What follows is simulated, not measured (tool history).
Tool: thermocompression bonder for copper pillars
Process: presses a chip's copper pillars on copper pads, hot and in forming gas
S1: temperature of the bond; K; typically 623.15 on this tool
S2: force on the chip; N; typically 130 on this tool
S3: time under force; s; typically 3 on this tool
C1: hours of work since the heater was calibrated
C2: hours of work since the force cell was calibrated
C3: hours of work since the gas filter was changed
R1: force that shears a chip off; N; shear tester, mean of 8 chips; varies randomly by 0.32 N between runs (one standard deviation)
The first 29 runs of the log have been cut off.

Run 30, hour 453.7: usual settings but S1 650.15 K, S2 118 N, S3 4 s; C1 56; C2 463; C3 161. Result: R1 115.9 N.
Run 31, hour 463.2: usual settings but S1 650.15 K, S2 118 N, S3 4 s; C1 62; C2 469; C3 166. Result: R1 116.1 N.
Run 32, hour 473.9: usual settings but S1 650.15 K, S2 118 N, S3 4 s; C1 68; C2 475; C3 172. Result: R1 114.8 N.
Run 33, hour 496: usual settings but S3 6 s; C1 80; C2 488; C3 185. Result: R1 111 N.
Run 34, hour 509.5: usual settings; C1 88; C2 496; C3 193. Result: R1 95.2 N.
Run 35, hour 525.6: usual settings but S2 113 N; C1 98; C2 505; C3 202. Result: R1 89.4 N.
Run 36, hour 534.6: usual settings but S2 113 N; C1 103; C2 510; C3 207. Result: R1 89.7 N.
Run 37, hour 549.7: usual settings but S3 2 s; C1 111; C2 519; C3 216. Result: R1 85.4 N.
Run 38, hour 567: usual settings but S1 641.15 K, S2 103 N; C1 121; C2 529; C3 226. Result: R1 99 N.
Run 39, hour 584.6: usual settings but S1 648.15 K; C1 132; C2 539; C3 236. Result: R1 111.6 N.
Run 40, hour 598.7: usual settings but S1 595.15 K, S2 148 N, S3 7 s; C1 140; C2 547; C3 244. Result: R1 98.1 N.

Predict each of these 4 candidate next runs independently; none follows another, all start after run 40:
Run A, hour 609.3: usual settings but S1 645.15 K, S2 160 N; C1 146; C2 553; C3 250. Result: R1 ?.
Run B, hour 609.3: usual settings but S2 187 N; C1 146; C2 553; C3 250. Result: R1 ?.
Run C, hour 609.3: usual settings but S1 596.15 K, S2 148 N, S3 2 s; C1 146; C2 553; C3 250. Result: R1 ?.
Run D, hour 609.3: usual settings but S2 134 N; C1 146; C2 553; C3 250. Result: R1 ?.

run     R1
  A  116.1
  B  108.8
  C     69
  D     96
What these runs would have given with no unlogged condition in the tool:
run     R1
  A  118.5
  B  111.1
  C   70.4
  D   98.1

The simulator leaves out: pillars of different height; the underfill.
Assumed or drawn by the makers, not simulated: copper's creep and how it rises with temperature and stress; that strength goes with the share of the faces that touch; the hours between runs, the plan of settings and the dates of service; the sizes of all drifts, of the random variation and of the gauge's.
